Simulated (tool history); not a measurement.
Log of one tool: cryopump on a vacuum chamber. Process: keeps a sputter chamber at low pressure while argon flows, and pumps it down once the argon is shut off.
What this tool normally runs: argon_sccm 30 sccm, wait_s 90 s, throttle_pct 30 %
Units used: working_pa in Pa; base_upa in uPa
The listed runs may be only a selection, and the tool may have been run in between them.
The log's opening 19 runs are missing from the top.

run,hour,argon_sccm,wait_s,throttle_pct,working_pa,base_upa
# hour 1145.3: pump warmed up, emptied and cooled again
20,1170.6,24,187,44,0.0772,1.41
21,1245.6,24,187,44,0.0784,1.47
22,1342.4,12,187,44,0.04,1.55
23,1416.3,27,25,56,0.0709,2.9
24,1485.4,42,80,19,0.3188,2
25,1561.5,30,34,19,0.2267,2.71
26,1608.2,24,178,19,0.1836,1.93
27,1703.5,24,178,19,0.185,2.12
28,1749,13,108,16,0.1179,2.32
# hour 1770.2: leaking fittings of the chamber tightened, without venting
29,1802.2,13,108,16,0.1189,0.71
# hour 1839.4: pump warmed up, emptied and cooled again
30,1893.1,30,90,20,0.2113,0.79
31,1977.3,13,146,54,0.0347,0.69
32,2017.5,38,61,16,0.3352,1.03
33,2056.6,38,61,16,0.3343,1.08

Forecast each of these 4 alternatives for the next run:
A,2117.3,15,32,22,?,?
B,2117.3,30,165,30,?,?
C,2117.3,18,144,53,?,?
D,2117.3,30,262,30,?,?

run,working_pa,base_upa
A,0.099,1.69
B,0.1453,0.81
C,0.0506,0.81
D,0.1437,0.74
With no hidden state in the tool, these same runs would have given:
run,working_pa,base_upa
A,0.0963,1.35
B,0.1401,0.46
C,0.0474,0.48
D,0.1385,0.41
